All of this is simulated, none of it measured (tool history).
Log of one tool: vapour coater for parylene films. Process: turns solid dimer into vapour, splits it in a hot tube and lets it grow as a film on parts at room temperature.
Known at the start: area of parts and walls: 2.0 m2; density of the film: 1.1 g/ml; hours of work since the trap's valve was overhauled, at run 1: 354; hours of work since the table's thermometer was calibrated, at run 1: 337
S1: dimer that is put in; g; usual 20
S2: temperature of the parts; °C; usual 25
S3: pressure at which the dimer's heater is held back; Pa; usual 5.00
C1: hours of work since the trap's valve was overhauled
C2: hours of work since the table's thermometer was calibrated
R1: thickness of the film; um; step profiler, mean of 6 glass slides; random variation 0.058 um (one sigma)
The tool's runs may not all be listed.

Run 1, hour 0.0: usual settings; C1 354; C2 337. Result: R1 6.18 um.
Run 2, hour 20.6: usual settings; C1 363; C2 345. Result: R1 6.13 um.
Run 3, hour 42.9: usual settings but S1 18 g; C1 372; C2 354. Result: R1 5.52 um.
Run 4, hour 84.6: usual settings but S3 5.28 Pa; C1 388; C2 371. Result: R1 5.94 um.
Run 5, hour 109.7: usual settings but S3 5.28 Pa; C1 399; C2 381. Result: R1 6.08 um.
Run 6, hour 155.2: usual settings but S3 3.53 Pa; C1 417; C2 400. Result: R1 6.64 um.
Run 7, hour 187.2: usual settings but S3 3.53 Pa; C1 430; C2 413. Result: R1 6.64 um.
Run 8, hour 206.7: usual settings but S3 3.53 Pa; C1 438; C2 420. Result: R1 6.65 um.
Run 9, hour 249.5: usual settings but S3 3.53 Pa; C1 455; C2 438. Result: R1 6.57 um.
Run 10, hour 290.4: usual settings but S3 3.53 Pa; C1 472; C2 454. Result: R1 6.59 um.
Run 11, hour 313.8: usual settings; C1 481; C2 464. Result: R1 5.96 um.
Run 12, hour 353.9: usual settings; C1 498; C2 480. Result: R1 6.01 um.
Run 13, hour 390.7: usual settings; C1 512; C2 495. Result: R1 5.94 um.
Run 14, hour 425.4: usual settings; C1 526; C2 509. Result: R1 5.88 um.
At hour 440.0: trap's valve overhauled.
Run 15, hour 450.8: usual settings; C1 4; C2 518. Result: R1 6.64 um.
Run 16, hour 469.4: usual settings but S3 8.78 Pa; C1 12; C2 525. Result: R1 5.85 um.
Run 17, hour 514.3: usual settings but S1 11 g, S2 23 °C, S3 3.66 Pa; C1 30; C2 543. Result: R1 4.16 um.
Run 18, hour 554.8: usual settings but S1 11 g, S2 23 °C, S3 3.66 Pa; C1 46; C2 560. Result: R1 4.15 um.
Run 19, hour 594.6: usual settings but S1 9 g; C1 63; C2 576. Result: R1 2.90 um.
Run 20, hour 628.1: usual settings but S1 9 g, S2 30 °C; C1 76; C2 590. Result: R1 2.49 um.
Run 21, hour 655.6: usual settings but S1 28 g, S2 20 °C, S3 5.15 Pa; C1 87; C2 601. Result: R1 10.69 um.
Run 22, hour 685.1: usual settings but S1 13 g, S2 23 °C, S3 2.24 Pa; C1 99; C2 613. Result: R1 5.53 um.
Run 23, hour 710.2: usual settings but S1 13 g, S2 23 °C, S3 2.24 Pa; C1 109; C2 623. Result: R1 5.43 um.
Run 24, hour 740.9: usual settings but S3 9.93 Pa; C1 122; C2 635. Result: R1 5.52 um.
Run 25, hour 762.9: usual settings but S3 9.93 Pa; C1 131; C2 644. Result: R1 5.51 um.
Run 26, hour 805.5: usual settings but S3 9.93 Pa; C1 148; C2 661. Result: R1 5.50 um.
Run 27, hour 849.2: usual settings but S1 19 g, S3 9.93 Pa; C1 166; C2 679. Result: R1 5.06 um.
Run 28, hour 884.2: usual settings but S1 13 g, S2 30 °C, S3 9.93 Pa; C1 180; C2 693. Result: R1 2.98 um.
Run 29, hour 923.0: usual settings but S2 32 °C; C1 196; C2 709. Result: R1 5.21 um.
Run 30, hour 961.1: usual settings but S2 32 °C; C1 211; C2 724. Result: R1 5.09 um.
Run 31, hour 1005.1: usual settings but S1 9 g, S2 20 °C, S3 3.96 Pa; C1 229; C2 742. Result: R1 3.59 um.

Forecast each of these 5 alternatives for the next run:
Run A, hour 1048.7: usual settings but S1 18 g, S2 24 °C, S3 6.53 Pa; C1 246; C2 760. Result: R1 ?.
Run B, hour 1048.7: usual settings but S1 26 g, S2 30 °C; C1 246; C2 760. Result: R1 ?.
Run C, hour 1048.7: usual settings but S1 11 g, S2 20 °C, S3 3.85 Pa; C1 246; C2 760. Result: R1 ?.
Run D, hour 1048.7: usual settings but S2 17 °C, S3 9.15 Pa; C1 246; C2 760. Result: R1 ?.
Run E, hour 1048.7: usual settings but S1 21 g; C1 246; C2 760. Result: R1 ?.

run    R1
  A  5.53
  B  6.98
  C  4.31
  D  7.02
  E  6.57
Without the tool's hidden state the same runs would have given:
run    R1
  A  5.93
  B  7.49
  C  4.63
  D  7.53
  E  7.05

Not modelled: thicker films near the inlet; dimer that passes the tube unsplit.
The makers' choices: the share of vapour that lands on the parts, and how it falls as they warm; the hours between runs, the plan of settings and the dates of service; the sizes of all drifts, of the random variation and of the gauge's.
